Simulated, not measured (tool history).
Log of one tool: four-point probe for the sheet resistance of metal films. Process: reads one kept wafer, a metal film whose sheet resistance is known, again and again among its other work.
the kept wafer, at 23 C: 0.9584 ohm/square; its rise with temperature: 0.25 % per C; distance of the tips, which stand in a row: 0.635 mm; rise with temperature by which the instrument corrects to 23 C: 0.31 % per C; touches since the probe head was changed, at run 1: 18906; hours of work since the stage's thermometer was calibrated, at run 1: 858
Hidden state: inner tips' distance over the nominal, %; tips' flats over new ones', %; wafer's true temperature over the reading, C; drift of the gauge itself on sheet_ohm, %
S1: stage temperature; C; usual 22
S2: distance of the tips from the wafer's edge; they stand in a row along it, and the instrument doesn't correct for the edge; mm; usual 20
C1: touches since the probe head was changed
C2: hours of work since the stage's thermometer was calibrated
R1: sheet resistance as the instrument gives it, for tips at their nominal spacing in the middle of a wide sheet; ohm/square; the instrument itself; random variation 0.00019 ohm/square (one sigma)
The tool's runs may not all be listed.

| run | hour | S1 | S2 | C1 | C2 | R1 |
|---|---|---|---|---|---|---|
| 1 | 0.0 | 22 | 20 | 18906 | 858 | 0.962641 |
| 2 | 43.7 | 22 | 20 | 19786 | 877 | 0.962829 |
| 3 | 125.8 | 22 | 20 | 21440 | 913 | 0.962979 |
| 4 | 190.5 | 22 | 20 | 22743 | 942 | 0.963293 |
| 5 | 270.5 | 22 | 20 | 24355 | 977 | 0.963017 |
| 6 | 328.4 | 22 | 20 | 25522 | 1003 | 0.963426 |
| 7 | 409.3 | 22 | 20 | 27152 | 1038 | 0.963950 |
| 8 | 498.5 | 22 | 20 | 28948 | 1078 | 0.963955 |
| 9 | 602.8 | 21 | 20 | 31048 | 1124 | 0.964786 |
| 10 | 659.1 | 22 | 20 | 32182 | 1148 | 0.964642 |
| 11 | 702.6 | 22 | 20 | 33059 | 1168 | 0.964827 |
| 12 | 761.0 | 22 | 20 | 34235 | 1193 | 0.964944 |
| 13 | 853.6 | 22 | 20 | 36100 | 1234 | 0.964825 |
| 14 | 955.6 | 22 | 20 | 38155 | 1279 | 0.965526 |
| 15 | 1039.3 | 22 | 20 | 39842 | 1316 | 0.965853 |
| 16 | 1142.2 | 22 | 20 | 41914 | 1362 | 0.965722 |
| 17 | 1246.2 | 22 | 20 | 44010 | 1407 | 0.966568 |
| 18 | 1335.8 | 22 | 20 | 45815 | 1447 | 0.966538 |
|  | 1345.4 | stage's thermometer calibrated |
| 19 | 1412.2 | 23 | 20 | 47343 | 29 | 0.966617 |
| 20 | 1485.6 | 23 | 20 | 48822 | 62 | 0.966778 |
| 21 | 1551.3 | 23 | 20 | 50145 | 91 | 0.966718 |
| 22 | 1613.7 | 23 | 20 | 51403 | 118 | 0.966898 |
|  | 1639.9 | stage's thermometer calibrated, once more |
| 23 | 1705.9 | 22 | 20 | 53250 | 29 | 0.966989 |
| 24 | 1796.1 | 31 | 5 | 55067 | 69 | 0.970176 |
| 25 | 1899.1 | 34 | 20 | 57141 | 114 | 0.960856 |
| 26 | 1957.3 | 22 | 20 | 58313 | 140 | 0.967601 |
| 27 | 2005.5 | 22 | 20 | 59284 | 161 | 0.967939 |
| 28 | 2079.0 | 26 | 53 | 60766 | 194 | 0.965639 |
| 29 | 2133.7 | 26 | 53 | 61866 | 218 | 0.965334 |
| 30 | 2216.4 | 18 | 24 | 63532 | 254 | 0.969938 |
| 31 | 2293.2 | 25 | 20 | 65080 | 288 | 0.966987 |
| 32 | 2367.0 | 21 | 20 | 66567 | 321 | 0.969256 |
| 33 | 2419.6 | 21 | 20 | 67626 | 344 | 0.969392 |
| 34 | 2498.5 | 22 | 38 | 69215 | 379 | 0.969000 |
| 35 | 2591.3 | 18 | 8 | 71085 | 420 | 0.974588 |
| 36 | 2657.7 | 32 | 45 | 72423 | 449 | 0.963869 |
| 37 | 2720.3 | 32 | 45 | 73683 | 477 | 0.964347 |
| 38 | 2815.7 | 32 | 45 | 75604 | 519 | 0.964136 |
| 39 | 2890.5 | 32 | 45 | 77113 | 552 | 0.964465 |
| 40 | 2990.7 | 32 | 45 | 79131 | 596 | 0.965175 |
| 41 | 3043.8 | 32 | 45 | 80201 | 619 | 0.965167 |
| 42 | 3099.0 | 32 | 45 | 81312 | 644 | 0.965067 |
| 43 | 3205.7 | 32 | 45 | 83462 | 691 | 0.965793 |
| 44 | 3266.1 | 20 | 4 | 84677 | 717 | 0.984825 |
| 45 | 3320.5 | 31 | 3 | 85773 | 741 | 0.988995 |

Hidden state at the last listed run before each entry between runs and at the first one after, where it differs:
Between runs 18 and 19: stage's thermometer calibrated (hour 1345.4)
  inner tips' distance over the nominal, %: 0.608 -> 0.629; tips' flats over new ones', %: 40 -> 42; wafer's true temperature over the reading, C: 0.32 -> 0.46
  measured less the result without the state, R1: +0.007110 -> +0.007650 ohm/square
Between runs 22 and 23: stage's thermometer calibrated, once more (hour 1639.9)
  inner tips' distance over the nominal, %: 0.682 -> 0.707; tips' flats over new ones', %: 45 -> 46; wafer's true temperature over the reading, C: 0.48 -> 0.01
  measured less the result without the state, R1: +0.008247 -> +0.007384 ohm/square
